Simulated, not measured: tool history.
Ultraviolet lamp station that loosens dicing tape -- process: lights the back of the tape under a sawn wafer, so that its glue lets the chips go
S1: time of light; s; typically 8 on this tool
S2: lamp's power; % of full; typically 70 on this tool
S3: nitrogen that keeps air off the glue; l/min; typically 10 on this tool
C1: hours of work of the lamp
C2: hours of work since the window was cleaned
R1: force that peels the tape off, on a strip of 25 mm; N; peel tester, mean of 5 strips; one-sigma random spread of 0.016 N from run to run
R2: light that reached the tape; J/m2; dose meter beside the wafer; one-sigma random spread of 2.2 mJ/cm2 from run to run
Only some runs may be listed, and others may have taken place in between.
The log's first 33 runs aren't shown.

| run | day | S1 | S2 | S3 | C1 | C2 | R1 | R2 |
|---|---|---|---|---|---|---|---|---|
| 34 | 13.212 | 13 | 80 | 9 | 602 | 82 | 0.36 | 3090 |
| 35 | 13.704 | 13 | 80 | 9 | 611 | 90 | 0.361 | 3130 |
| 36 | 14.2 | 7 | 87 | 16 | 620 | 99 | 0.675 | 1800 |
| 37 | 14.596 | 7 | 70 | 9 | 627 | 106 | 1.265 | 1440 |
| 38 | 15.054 | 7 | 70 | 9 | 635 | 115 | 1.288 | 1410 |
| 39 | 15.488 | 11 | 84 | 9 | 643 | 122 | 0.466 | 2680 |
| 40 | 15.862 | 11 | 84 | 9 | 650 | 129 | 0.443 | 2620 |
| 41 | 16.138 | 13 | 62 | 12 | 655 | 134 | 0.507 | 2310 |
| 42 | 16.696 | 8 | 70 | 3 | 665 | 144 | 1.817 | 1600 |
| 43 | 17.071 | 4 | 62 | 10 | 672 | 151 | 2.514 | 700 |

Forecast each of these 3 alternatives for the next run:
| A | 17.6 | 11 | 72 | 5 | 681 | 160 | ? | ? |
| B | 17.6 | 5 | 62 | 6 | 681 | 160 | ? | ? |
| C | 17.6 | 13 | 73 | 4 | 681 | 160 | ? | ? |

| run | R1 | R2 |
|---|---|---|
| A | 0.89 | 2260 |
| B | 2.419 | 880 |
| C | 0.807 | 2660 |
The same runs, with their run-to-run variation unchanged, on a tool lacking any hidden condition would have given:
| run | R1 | R2 |
|---|---|---|
| A | 0.603 | 2850 |
| B | 1.995 | 1110 |
| C | 0.539 | 3360 |
